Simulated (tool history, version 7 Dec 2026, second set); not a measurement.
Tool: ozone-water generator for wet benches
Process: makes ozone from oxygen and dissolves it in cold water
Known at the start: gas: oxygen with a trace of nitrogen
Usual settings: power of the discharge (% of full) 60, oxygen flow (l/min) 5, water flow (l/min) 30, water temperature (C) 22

run	hour	power of the discharge (% of full)	oxygen flow (l/min)	water flow (l/min)	water temperature (C)	dissolved ozone (ppm)	ozone in the gas ahead of the water (g/m3)
1	0	60	5	30	22	15	203
2	70.8	60	5	30	22	15.1	201.7
3	114.8	60	5	30	22	15.1	202.8
4	175.4	60	5	30	22	15.2	204.3
5	217	60	5	30	22	15	201.4
6	272.9	60	5	30	22	15	204.1
7	338.8	60	5	30	23	14.8	203.7
8	393.6	60	4.85	30	23	14.9	208.2
9	461	60	5	30	22	15.2	205.5
10	522.7	60	5	30	22	15	204.3
11	600	60	5	30	22	14.8	202.9
12	645.8	60	6.2	30	22	14.9	179.7
13	688	60	6.2	30	22	14.9	178.5
14	755.8	60	6.2	30	22	14.9	179

Forecast run 15:
# hour 765.1: water thermometer calibrated
15	804.5	60	5	32	22	?	?

{"run 15": {"dissolved ozone (ppm)": 13.7, "ozone in the gas ahead of the water (g/m3)": 203.2}}
Without the tool's hidden state the same run would have given dissolved ozone (ppm) 13.7, ozone in the gas ahead of the water (g/m3) 201.2.
